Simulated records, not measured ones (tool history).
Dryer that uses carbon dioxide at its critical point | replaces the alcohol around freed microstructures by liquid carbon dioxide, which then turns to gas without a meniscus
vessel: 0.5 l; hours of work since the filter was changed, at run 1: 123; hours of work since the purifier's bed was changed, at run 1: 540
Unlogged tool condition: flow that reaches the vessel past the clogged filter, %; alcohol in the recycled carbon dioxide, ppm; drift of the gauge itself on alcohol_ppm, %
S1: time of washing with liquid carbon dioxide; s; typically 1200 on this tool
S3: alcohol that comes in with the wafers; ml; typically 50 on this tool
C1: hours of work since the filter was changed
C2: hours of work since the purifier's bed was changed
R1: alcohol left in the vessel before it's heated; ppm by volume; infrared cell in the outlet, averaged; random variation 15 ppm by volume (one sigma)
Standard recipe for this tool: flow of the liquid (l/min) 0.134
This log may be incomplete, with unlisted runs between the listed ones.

run 1 hour=0.0 | S1=1200 flow_of_the_liquid_(l/min)=0.134 S3=50 | C1=123 C2=540 | R1=1213
run 2 hour=19.5 | S1=1200 flow_of_the_liquid_(l/min)=0.134 S3=50 | C1=135 C2=552 | R1=1249
run 3 hour=35.4 | S1=1200 flow_of_the_liquid_(l/min)=0.134 S3=50 | C1=144 C2=561 | R1=1219
run 4 hour=57.6 | S1=1200 flow_of_the_liquid_(l/min)=0.134 S3=50 | C1=157 C2=574 | R1=1254
run 5 hour=68.0 | S1=1200 flow_of_the_liquid_(l/min)=0.220 S3=50 | C1=163 C2=580 | R1=158
run 6 hour=89.8 | S1=1200 flow_of_the_liquid_(l/min)=0.220 S3=50 | C1=176 C2=593 | R1=163
run 7 hour=100.8 | S1=1200 flow_of_the_liquid_(l/min)=0.220 S3=50 | C1=183 C2=600 | R1=159
run 8 hour=111.3 | S1=1200 flow_of_the_liquid_(l/min)=0.220 S3=50 | C1=189 C2=606 | R1=173
run 9 hour=129.4 | S1=1200 flow_of_the_liquid_(l/min)=0.155 S3=50 | C1=200 C2=617 | R1=691
run 10 hour=139.1 | S1=1200 flow_of_the_liquid_(l/min)=0.155 S3=50 | C1=205 C2=622 | R1=702
run 11 hour=153.9 | S1=1200 flow_of_the_liquid_(l/min)=0.155 S3=50 | C1=214 C2=631 | R1=715
run 12 hour=173.6 | S1=1200 flow_of_the_liquid_(l/min)=0.134 S3=31 | C1=226 C2=643 | R1=865
run 13 hour=192.9 | S1=1200 flow_of_the_liquid_(l/min)=0.134 S3=31 | C1=237 C2=654 | R1=901
run 14 hour=202.5 | S1=1200 flow_of_the_liquid_(l/min)=0.134 S3=31 | C1=243 C2=660 | R1=893
run 15 hour=217.0 | S1=1200 flow_of_the_liquid_(l/min)=0.134 S3=36 | C1=252 C2=669 | R1=1036
run 16 hour=239.5 | S1=1320 flow_of_the_liquid_(l/min)=0.134 S3=20 | C1=265 C2=682 | R1=441
run 17 hour=249.8 | S1=1080 flow_of_the_liquid_(l/min)=0.134 S3=50 | C1=271 C2=688 | R1=2144
run 18 hour=270.6 | S1=1200 flow_of_the_liquid_(l/min)=0.103 S3=50 | C1=283 C2=700 | R1=3698
run 19 hour=289.2 | S1=1260 flow_of_the_liquid_(l/min)=0.128 S3=27 | C1=295 C2=711 | R1=866
run 20 hour=309.6 | S1=1680 flow_of_the_liquid_(l/min)=0.211 S3=50 | C1=307 C2=724 | R1=119
run 21 hour=322.9 | S1=900 flow_of_the_liquid_(l/min)=0.092 S3=50 | C1=314 C2=731 | R1=11345
run 22 hour=338.0 | S1=720 flow_of_the_liquid_(l/min)=0.155 S3=33 | C1=323 C2=740 | R1=3494
run 23 hour=351.3 | S1=1200 flow_of_the_liquid_(l/min)=0.125 S3=96 | C1=331 C2=748 | R1=3737

Each row is a separate what-if for the run after 23, all from the same tool condition, not one after another. Results?
run A hour=368.5 | S1=1920 flow_of_the_liquid_(l/min)=0.084 S3=25 | C1=342 C2=759 | R1=?
run B hour=368.5 | S1=1380 flow_of_the_liquid_(l/min)=0.150 S3=62 | C1=342 C2=759 | R1=?
run C hour=368.5 | S1=1200 flow_of_the_liquid_(l/min)=0.119 S3=50 | C1=342 C2=759 | R1=?
run D hour=368.5 | S1=1200 flow_of_the_liquid_(l/min)=0.081 S3=50 | C1=342 C2=759 | R1=?
run E hour=368.5 | S1=1200 flow_of_the_liquid_(l/min)=0.161 S3=68 | C1=342 C2=759 | R1=?

run=A R1=835
run=B R1=645
run=C R1=2498
run=D R1=8116
run=E R1=965
With no hidden state in the tool, these same runs would have given:
run=A R1=478
run=B R1=312
run=C R1=1644
run=D R1=6218
run=E R1=516
